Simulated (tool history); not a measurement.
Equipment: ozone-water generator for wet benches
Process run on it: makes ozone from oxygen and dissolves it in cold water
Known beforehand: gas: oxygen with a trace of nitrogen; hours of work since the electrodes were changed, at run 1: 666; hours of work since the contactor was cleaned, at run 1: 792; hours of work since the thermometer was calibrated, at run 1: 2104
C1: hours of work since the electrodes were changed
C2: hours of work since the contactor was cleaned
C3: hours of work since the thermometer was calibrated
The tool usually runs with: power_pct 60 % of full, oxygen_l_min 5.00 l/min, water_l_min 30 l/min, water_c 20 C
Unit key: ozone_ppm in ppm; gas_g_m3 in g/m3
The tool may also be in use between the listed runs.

run 1 day=0.000 | power_pct=60 oxygen_l_min=5.00 water_l_min=30 water_c=20 | C1=666 C2=792 C3=2104 | ozone_ppm=13.9 gas_g_m3=162.5
run 2 day=1.092 | power_pct=60 oxygen_l_min=5.00 water_l_min=30 water_c=20 | C1=685 C2=812 C3=2123 | ozone_ppm=13.9 gas_g_m3=163.3
run 3 day=2.104 | power_pct=60 oxygen_l_min=5.00 water_l_min=30 water_c=20 | C1=704 C2=830 C3=2141 | ozone_ppm=13.9 gas_g_m3=162.3
run 4 day=3.125 | power_pct=60 oxygen_l_min=2.84 water_l_min=30 water_c=20 | C1=722 C2=848 C3=2160 | ozone_ppm=11.6 gas_g_m3=202.9
-- day=3.379 contactor cleaned
run 5 day=4.696 | power_pct=46 oxygen_l_min=5.00 water_l_min=30 water_c=20 | C1=747 C2=24 C3=2185 | ozone_ppm=11.6 gas_g_m3=135.7
run 6 day=6.254 | power_pct=46 oxygen_l_min=3.38 water_l_min=30 water_c=13 | C1=775 C2=52 C3=2213 | ozone_ppm=10.9 gas_g_m3=156.5
run 7 day=7.129 | power_pct=46 oxygen_l_min=3.38 water_l_min=30 water_c=13 | C1=791 C2=67 C3=2228 | ozone_ppm=10.8 gas_g_m3=156.6
run 8 day=7.904 | power_pct=55 oxygen_l_min=5.00 water_l_min=30 water_c=20 | C1=805 C2=81 C3=2242 | ozone_ppm=12.9 gas_g_m3=151.2
run 9 day=9.225 | power_pct=55 oxygen_l_min=5.00 water_l_min=30 water_c=20 | C1=828 C2=105 C3=2266 | ozone_ppm=12.4 gas_g_m3=152.6
run 10 day=10.267 | power_pct=90 oxygen_l_min=4.43 water_l_min=28 water_c=20 | C1=847 C2=123 C3=2285 | ozone_ppm=18.2 gas_g_m3=223.4

Branching from run 10: 3 alternative next runs. What would each branch give?
run A day=11.833 | power_pct=90 oxygen_l_min=4.43 water_l_min=28 water_c=28 | C1=875 C2=152 C3=2313 | ozone_ppm=? gas_g_m3=?
run B day=11.833 | power_pct=95 oxygen_l_min=5.00 water_l_min=30 water_c=20 | C1=875 C2=152 C3=2313 | ozone_ppm=? gas_g_m3=?
run C day=11.833 | power_pct=43 oxygen_l_min=4.43 water_l_min=28 water_c=25 | C1=875 C2=152 C3=2313 | ozone_ppm=? gas_g_m3=?

run=A ozone_ppm=16.5 gas_g_m3=222.8
run=B ozone_ppm=18.3 gas_g_m3=219.6
run=C ozone_ppm=10.1 gas_g_m3=135.5
Without the tool's hidden state the same runs would have given:
run=A ozone_ppm=18.1 gas_g_m3=234.3
run=B ozone_ppm=20.2 gas_g_m3=231.3
run=C ozone_ppm=10.8 gas_g_m3=139.4

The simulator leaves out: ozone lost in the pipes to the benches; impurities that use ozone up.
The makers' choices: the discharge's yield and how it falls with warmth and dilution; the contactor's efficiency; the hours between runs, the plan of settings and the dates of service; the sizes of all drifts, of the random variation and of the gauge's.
